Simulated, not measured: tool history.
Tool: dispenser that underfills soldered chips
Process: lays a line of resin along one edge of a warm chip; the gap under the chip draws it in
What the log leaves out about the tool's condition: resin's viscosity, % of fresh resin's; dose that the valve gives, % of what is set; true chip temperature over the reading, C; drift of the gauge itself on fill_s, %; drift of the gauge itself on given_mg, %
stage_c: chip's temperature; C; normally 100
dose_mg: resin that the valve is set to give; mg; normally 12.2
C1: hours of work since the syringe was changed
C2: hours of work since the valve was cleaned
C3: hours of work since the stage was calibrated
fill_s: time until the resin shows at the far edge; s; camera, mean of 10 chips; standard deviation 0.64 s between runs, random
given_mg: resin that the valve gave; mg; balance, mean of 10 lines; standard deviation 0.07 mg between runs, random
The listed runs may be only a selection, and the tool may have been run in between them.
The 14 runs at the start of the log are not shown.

Run 15, hour 81.1: usual settings; C1 6; C2 13; C3 208. Result: fill_s 87.9 s, given_mg 12.01 mg.
At hour 82.8: new syringe of resin.
Run 16, hour 87.6: usual settings; C1 3; C2 17; C3 212. Result: fill_s 73.6 s, given_mg 12.12 mg.
Run 17, hour 91.9: usual settings but stage_c 97 C; C1 6; C2 20; C3 215. Result: fill_s 100.3 s, given_mg 12.02 mg.
At hour 93.4: new syringe of resin.
Run 18, hour 98.5: usual settings but stage_c 97 C; C1 3; C2 24; C3 219. Result: fill_s 86.8 s, given_mg 11.87 mg.
Run 19, hour 101.6: usual settings but stage_c 91 C, dose_mg 13.8 mg; C1 5; C2 26; C3 221. Result: fill_s 128.4 s, given_mg 13.57 mg.
At hour 104.3: new syringe of resin.
Run 20, hour 106.9: usual settings but stage_c 91 C, dose_mg 13.8 mg; C1 2; C2 30; C3 224. Result: fill_s 101.5 s, given_mg 13.47 mg.
Run 21, hour 113.2: usual settings but stage_c 91 C, dose_mg 13.8 mg; C1 6; C2 34; C3 228. Result: fill_s 134.1 s, given_mg 13.50 mg.
At hour 115.4: new syringe of resin.
Run 22, hour 117.6: usual settings but stage_c 92 C, dose_mg 13.8 mg; C1 1; C2 36; C3 231. Result: fill_s 97.3 s, given_mg 13.34 mg.
Run 23, hour 123.9: usual settings but stage_c 105 C, dose_mg 10.4 mg; C1 6; C2 41; C3 235. Result: fill_s 72.1 s, given_mg 10.10 mg.
At hour 126.2: new syringe of resin.
Run 24, hour 127.3: usual settings but stage_c 105 C, dose_mg 10.4 mg; C1 1; C2 43; C3 237. Result: fill_s 51.8 s, given_mg 10.02 mg.
Run 25, hour 133.0: usual settings but stage_c 113 C, dose_mg 12.7 mg; C1 4; C2 46; C3 241. Result: fill_s 45.3 s, given_mg 12.29 mg.
At hour 137.3: new syringe of resin.
Run 26, hour 139.3: usual settings but stage_c 113 C, dose_mg 12.7 mg; C1 1; C2 50; C3 245. Result: fill_s 36.6 s, given_mg 12.37 mg.
Run 27, hour 143.8: usual settings but stage_c 111 C, dose_mg 14.3 mg; C1 4; C2 53; C3 248. Result: fill_s 47.8 s, given_mg 13.70 mg.
At hour 148.3: new syringe of resin.
Run 28, hour 149.0: usual settings but stage_c 88 C, dose_mg 12.0 mg; C1 0; C2 57; C3 251. Result: fill_s 110.0 s, given_mg 11.56 mg.
Run 29, hour 152.2: usual settings but stage_c 105 C, dose_mg 14.5 mg; C1 3; C2 59; C3 253. Result: fill_s 56.1 s, given_mg 13.86 mg.
Run 30, hour 155.3: usual settings but stage_c 88 C, dose_mg 14.1 mg; C1 5; C2 61; C3 255. Result: fill_s 142.2 s, given_mg 13.38 mg.
Run 31, hour 158.4: usual settings but stage_c 93 C, dose_mg 14.6 mg; C1 7; C2 63; C3 257. Result: fill_s 129.6 s, given_mg 13.81 mg.
At hour 159.1: new syringe of resin.
Run 32, hour 163.4: usual settings but stage_c 90 C, dose_mg 14.1 mg; C1 3; C2 66; C3 260. Result: fill_s 114.2 s, given_mg 13.46 mg.
At hour 169.7: new syringe of resin.
Run 33, hour 170.2: usual settings but stage_c 90 C, dose_mg 14.1 mg; C1 0; C2 70; C3 265. Result: fill_s 100.3 s, given_mg 13.33 mg.
At hour 173.6: dispensing valve cleaned and set on the balance.
Run 34, hour 174.3: usual settings but stage_c 109 C, dose_mg 14.7 mg; C1 2; C2 0; C3 267. Result: fill_s 47.0 s, given_mg 14.72 mg.
Run 35, hour 179.2: usual settings but stage_c 110 C, dose_mg 10.7 mg; C1 6; C2 4; C3 270. Result: fill_s 58.4 s, given_mg 10.58 mg.
At hour 181.5: new syringe of resin.
Run 36, hour 182.8: usual settings but stage_c 104 C, dose_mg 10.7 mg; C1 1; C2 6; C3 272. Result: fill_s 56.2 s, given_mg 10.59 mg.

What if the next run were any one of these 3? Each begins from the tool's condition after run 36:
Run A, hour 186.1: usual settings but stage_c 104 C, dose_mg 11.7 mg; C1 3; C2 8; C3 274. Result: fill_s ?, given_mg ?.
Run B, hour 186.1: usual settings but stage_c 87 C, dose_mg 10.7 mg; C1 3; C2 8; C3 274. Result: fill_s ?, given_mg ?.
Run C, hour 186.1: usual settings but stage_c 110 C, dose_mg 11.0 mg; C1 3; C2 8; C3 274. Result: fill_s ?, given_mg ?.

run  fill_s  given_mg
  A    62.4     11.59
  B   142.6     10.55
  C    49.2     10.99
Take away the tool's hidden state, keep each run's random variation, and the runs would have read:
run  fill_s  given_mg
  A    47.2     11.68
  B   106.9     10.64
  C    37.3     11.08
